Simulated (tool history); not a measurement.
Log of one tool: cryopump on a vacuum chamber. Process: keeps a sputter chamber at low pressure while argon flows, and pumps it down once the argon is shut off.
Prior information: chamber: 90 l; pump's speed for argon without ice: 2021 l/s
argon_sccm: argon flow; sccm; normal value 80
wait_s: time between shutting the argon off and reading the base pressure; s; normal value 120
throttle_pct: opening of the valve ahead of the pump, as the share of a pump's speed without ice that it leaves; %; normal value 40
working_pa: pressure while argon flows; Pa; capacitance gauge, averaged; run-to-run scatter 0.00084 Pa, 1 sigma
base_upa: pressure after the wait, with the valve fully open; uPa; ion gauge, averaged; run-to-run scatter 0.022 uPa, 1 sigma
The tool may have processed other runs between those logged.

| run | day | argon_sccm | wait_s | throttle_pct | working_pa | base_upa |
|---|---|---|---|---|---|---|
| 1 | 0 | 80 | 120 | 40 | 0.1719 | 0.79 |
| 2 | 0.617 | 80 | 120 | 40 | 0.173 | 0.72 |
| 3 | 1.054 | 80 | 120 | 40 | 0.1736 | 0.78 |
| 4 | 1.333 | 80 | 120 | 40 | 0.1722 | 0.77 |
| 5 | 1.779 | 129 | 120 | 40 | 0.28 | 0.77 |
| 6 | 2.358 | 147 | 120 | 40 | 0.3166 | 0.75 |
| 7 | 2.725 | 147 | 120 | 40 | 0.3192 | 0.83 |
| 8 | 3.308 | 80 | 65 | 40 | 0.1739 | 1.13 |
| 9 | 3.904 | 80 | 120 | 22 | 0.3107 | 0.82 |
| 10 | 4.404 | 80 | 120 | 40 | 0.1732 | 0.79 |
| 11 | 5.083 | 80 | 61 | 40 | 0.1725 | 1.21 |
| 12 | 5.5 | 80 | 61 | 40 | 0.1734 | 1.22 |
| 13 | 5.921 | 48 | 61 | 40 | 0.1046 | 1.23 |
| 14 | 6.321 | 80 | 84 | 40 | 0.1736 | 1.01 |
| 15 | 6.642 | 80 | 84 | 40 | 0.1729 | 0.99 |
| 16 | 7.338 | 80 | 84 | 40 | 0.1726 | 1.04 |
| 17 | 7.992 | 80 | 120 | 40 | 0.174 | 0.82 |
| 18 | 8.638 | 80 | 120 | 40 | 0.1738 | 0.82 |
| 19 | 9.183 | 80 | 120 | 40 | 0.174 | 0.81 |
| 20 | 9.629 | 55 | 50 | 15 | 0.3125 | 1.48 |
| 21 | 10 | 55 | 50 | 15 | 0.3123 | 1.46 |
| 22 | 10.362 | 55 | 50 | 15 | 0.3124 | 1.42 |
| 23 | 10.942 | 82 | 120 | 26 | 0.2712 | 0.86 |
| 24 | 11.338 | 82 | 120 | 26 | 0.2694 | 0.84 |
| 25 | 11.742 | 46 | 120 | 40 | 0.1006 | 0.89 |
| 26 | 12.183 | 46 | 113 | 42 | 0.0967 | 0.84 |
| 27 | 12.596 | 51 | 214 | 53 | 0.0856 | 0.67 |
| 28 | 12.875 | 141 | 120 | 30 | 0.4065 | 0.87 |
| 29 | 13.333 | 54 | 120 | 39 | 0.1209 | 0.86 |
| 30 | 13.642 | 79 | 55 | 45 | 0.1534 | 1.39 |
| 31 | 14.225 | 132 | 134 | 27 | 0.4206 | 0.84 |
| 32 | 14.554 | 80 | 120 | 16 | 0.4261 | 0.86 |
| 33 | 15.179 | 80 | 66 | 34 | 0.2049 | 1.22 |
| 34 | 15.462 | 80 | 66 | 34 | 0.2044 | 1.29 |

A few steps of working_pa between consecutive runs. Split each: what settings, incoming material and random variation would produce without the hidden state, and what is left over for the hidden state, along with gauge scatter present in only one of the two compared results (measured, and without hidden state):
The hidden state here: pump's speed, % of a pump's without ice; cold plate's temperature, K; leak into the chamber, uPa l/s; drift of the gauge itself on working_pa, %; drift of the gauge itself on base_upa, %.
Run 27 -> 28: argon_sccm 51 -> 141, wait_s 214 -> 120, throttle_pct 53 -> 30. working_pa +0.3209 Pa: hidden state +0.0089, all else +0.312.
Run 28 -> 29: argon_sccm 141 -> 54, throttle_pct 30 -> 39. working_pa -0.2856 Pa: hidden state -0.0086, all else -0.277.
Run 30 -> 31: argon_sccm 79 -> 132, wait_s 55 -> 134, throttle_pct 45 -> 27. working_pa +0.2672 Pa: hidden state +0.0056, all else +0.2616.

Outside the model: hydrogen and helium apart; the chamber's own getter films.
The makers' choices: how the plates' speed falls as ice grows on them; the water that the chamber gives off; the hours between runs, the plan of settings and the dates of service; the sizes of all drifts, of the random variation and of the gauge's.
